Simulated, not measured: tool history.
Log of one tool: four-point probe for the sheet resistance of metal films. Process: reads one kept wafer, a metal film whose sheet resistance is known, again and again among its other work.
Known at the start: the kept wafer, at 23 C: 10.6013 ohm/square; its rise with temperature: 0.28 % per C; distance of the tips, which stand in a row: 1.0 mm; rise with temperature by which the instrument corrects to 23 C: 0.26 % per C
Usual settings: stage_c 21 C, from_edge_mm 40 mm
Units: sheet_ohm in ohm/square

| run | hour | stage_c | from_edge_mm | sheet_ohm |
|---|---|---|---|---|
| 1 | 0.0 | 21 | 40 | 10.609549 |
| 2 | 70.1 | 21 | 40 | 10.616769 |
| 3 | 135.4 | 20 | 40 | 10.619341 |
| 4 | 210.3 | 21 | 40 | 10.618131 |
| 5 | 284.8 | 21 | 40 | 10.628006 |
| 6 | 323.1 | 21 | 35 | 10.633446 |
| 7 | 380.2 | 21 | 40 | 10.623353 |
| 8 | 441.2 | 21 | 69 | 10.624455 |
| 9 | 477.7 | 21 | 69 | 10.628579 |
| 10 | 566.3 | 21 | 69 | 10.631027 |
| 11 | 640.5 | 21 | 34 | 10.639695 |
| 12 | 682.2 | 21 | 34 | 10.639997 |
| 13 | 751.3 | 21 | 8 | 10.726352 |
| 14 | 807.5 | 21 | 40 | 10.639161 |
| 15 | 889.7 | 21 | 42 | 10.646456 |
| 16 | 926.1 | 21 | 40 | 10.651509 |
| 17 | 964.0 | 20 | 62 | 10.651120 |
| 18 | 1038.4 | 23 | 17 | 10.673988 |
| 19 | 1125.4 | 23 | 17 | 10.661605 |
| 20 | 1210.9 | 23 | 17 | 10.664896 |
| 21 | 1258.3 | 19 | 4 | 10.983647 |
| 22 | 1314.6 | 35 | 8 | 10.772914 |
| 23 | 1351.8 | 26 | 6 | 10.818847 |
| 24 | 1438.9 | 26 | 6 | 10.820605 |
| 25 | 1486.6 | 30 | 4 | 11.022909 |
| 26 | 1535.5 | 21 | 4 | 11.000751 |
| 27 | 1618.8 | 21 | 4 | 10.998814 |
| 28 | 1670.0 | 34 | 51 | 10.700859 |
| 29 | 1731.5 | 34 | 51 | 10.698776 |
| 30 | 1815.9 | 34 | 51 | 10.699890 |

Not shown: 1 entry that the log had between the listed runs. Between which runs, and how does the tool's hidden state differ before and after?
Between runs 18 and 19: stage's thermometer calibrated (hour 1063.5)
  inner tips' distance over the nominal, %: 0.348 -> 0.37; tips' flats over new ones', %: 75 -> 77; wafer's true temperature over the reading, C: 0.47 -> -0.01
  measured less the result without the state, sheet_ohm: +0.054146 -> +0.042366 ohm/square
